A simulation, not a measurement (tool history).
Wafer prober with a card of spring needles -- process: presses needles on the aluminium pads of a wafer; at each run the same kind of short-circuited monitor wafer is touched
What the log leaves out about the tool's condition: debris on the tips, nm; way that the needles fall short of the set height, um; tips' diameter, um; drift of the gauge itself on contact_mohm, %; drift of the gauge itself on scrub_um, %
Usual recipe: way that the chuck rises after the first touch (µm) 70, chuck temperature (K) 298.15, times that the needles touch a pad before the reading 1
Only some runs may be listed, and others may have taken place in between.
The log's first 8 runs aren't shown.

| run | day | way that the chuck rises after the first touch (µm) | chuck temperature (K) | times that the needles touch a pad before the reading | touches since the tips were cleaned | cleanings since the card got new needles | touches since the first contact's height was set | resistance of one needle with its contact and lead (mohm) | way that a needle slides on the pad (µm) |
|---|---|---|---|---|---|---|---|---|---|
|  | 4.346 | tips cleaned on abrasive film |
|  | 4.725 | tips cleaned on abrasive film |
|  | 5.088 | tips cleaned on abrasive film |
| 9 | 5.1 | 70 | 298.15 | 2 | 81 | 103 | 36160 | 132 | 18.7 |
|  | 5.421 | tips cleaned on abrasive film |
| 10 | 5.538 | 70 | 298.15 | 2 | 854 | 104 | 39317 | 145 | 18.69 |
|  | 5.779 | tips cleaned on abrasive film |
|  | 6.108 | tips cleaned on abrasive film |
| 11 | 6.179 | 70 | 298.15 | 2 | 525 | 106 | 43939 | 140 | 18.64 |
|  | 6.442 | tips cleaned on abrasive film |
| 12 | 6.683 | 70 | 298.15 | 1 | 1772 | 107 | 47574 | 170 | 18.65 |
|  | 6.821 | tips cleaned on abrasive film |
|  | 7.15 | tips cleaned on abrasive film |
| 13 | 7.15 | 70 | 298.15 | 1 | 0 | 109 | 50890 | 133 | 18.62 |
|  | 7.496 | tips cleaned on abrasive film |
| 14 | 7.583 | 70 | 298.15 | 1 | 641 | 110 | 54028 | 147 | 18.62 |
|  | 7.862 | tips cleaned on abrasive film |
| 15 | 7.996 | 57 | 298.15 | 1 | 971 | 111 | 56985 | 177 | 15.15 |
|  | 8.2 | tips cleaned on abrasive film |
|  | 8.562 | tips cleaned on abrasive film |
| 16 | 8.775 | 87 | 300.15 | 1 | 1569 | 113 | 62607 | 152 | 23.21 |
|  | 8.954 | tips cleaned on abrasive film |
|  | 9.321 | tips cleaned on abrasive film |
| 17 | 9.325 | 87 | 300.15 | 1 | 46 | 115 | 66550 | 133 | 23.17 |
|  | 9.688 | tips cleaned on abrasive film |
|  | 10.017 | tips cleaned on abrasive film |
| 18 | 10.192 | 87 | 300.15 | 1 | 1263 | 117 | 72786 | 148 | 23.12 |
|  | 10.404 | tips cleaned on abrasive film |
| 19 | 10.638 | 87 | 300.15 | 1 | 1705 | 118 | 76004 | 156 | 23.1 |
|  | 10.775 | tips cleaned on abrasive film |
|  | 11.125 | tips cleaned on abrasive film |
| 20 | 11.212 | 70 | 298.15 | 3 | 653 | 120 | 80126 | 140 | 18.52 |
|  | 11.492 | tips cleaned on abrasive film |
|  | 11.562 | height of the first contact set anew |
| 21 | 11.688 | 70 | 298.15 | 3 | 1347 | 121 | 911 | 143 | 18.87 |
|  | 11.862 | tips cleaned on abrasive film |
|  | 12.196 | tips cleaned on abrasive film |
|  | 12.562 | tips cleaned on abrasive film |
| 22 | 12.575 | 57 | 298.15 | 3 | 99 | 124 | 7255 | 135 | 15.33 |
|  | 12.958 | tips cleaned on abrasive film |
| 23 | 12.967 | 57 | 298.15 | 3 | 83 | 125 | 10093 | 135 | 15.29 |
|  | 13.304 | tips cleaned on abrasive film |
| 24 | 13.417 | 77 | 312.15 | 1 | 814 | 126 | 13322 | 153 | 20.68 |
|  | 13.638 | tips cleaned on abrasive film |
|  | 14.008 | tips cleaned on abrasive film |
| 25 | 14.083 | 81 | 353.15 | 3 | 545 | 128 | 18108 | 140 | 21.73 |
|  | 14.367 | tips cleaned on abrasive film |
| 26 | 14.617 | 84 | 326.15 | 2 | 1817 | 129 | 21962 | 151 | 22.52 |
|  | 14.758 | tips cleaned on abrasive film |
|  | 15.088 | tips cleaned on abrasive film |
|  | 15.458 | tips cleaned on abrasive film |
| 27 | 15.471 | 57 | 326.15 | 2 | 80 | 132 | 28088 | 141 | 15.23 |
|  | 15.825 | tips cleaned on abrasive film |
|  | 16.154 | tips cleaned on abrasive film |
| 28 | 16.392 | 63 | 301.15 | 2 | 1717 | 134 | 34713 | 161 | 16.81 |
|  | 16.508 | tips cleaned on abrasive film |
|  | 16.854 | tips cleaned on abrasive film |
|  | 17.183 | tips cleaned on abrasive film |
| 29 | 17.2 | 50 | 323.15 | 2 | 115 | 137 | 40499 | 146 | 13.3 |
|  | 17.533 | tips cleaned on abrasive film |
|  | 17.875 | tips cleaned on abrasive film |
| 30 | 18.071 | 78 | 323.15 | 1 | 1420 | 139 | 46789 | 162 | 20.8 |

3 ways to go on from here, each from the tool as it stands after run 30. What would each give?
|  | 18.267 | tips cleaned on abrasive film |
|  | 18.604 | tips cleaned on abrasive film |
| A | 18.896 | 78 | 326.15 | 2 | 2107 | 141 | 52723 | ? | ? |
|  | 18.267 | tips cleaned on abrasive film |
|  | 18.604 | tips cleaned on abrasive film |
| B | 18.896 | 72 | 301.15 | 1 | 2107 | 141 | 52723 | ? | ? |
|  | 18.267 | tips cleaned on abrasive film |
|  | 18.604 | tips cleaned on abrasive film |
| C | 18.896 | 86 | 316.15 | 3 | 2107 | 141 | 52723 | ? | ? |

| run | resistance of one needle with its contact and lead (mohm) | way that a needle slides on the pad (µm) |
|---|---|---|
| A | 157 | 20.81 |
| B | 173 | 19.17 |
| C | 142 | 22.92 |
With the hidden condition removed and each run's random variation left untouched, the same runs would have given:
| run | resistance of one needle with its contact and lead (mohm) | way that a needle slides on the pad (µm) |
|---|---|---|
| A | 133 | 21.04 |
| B | 127 | 19.4 |
| C | 129 | 23.14 |
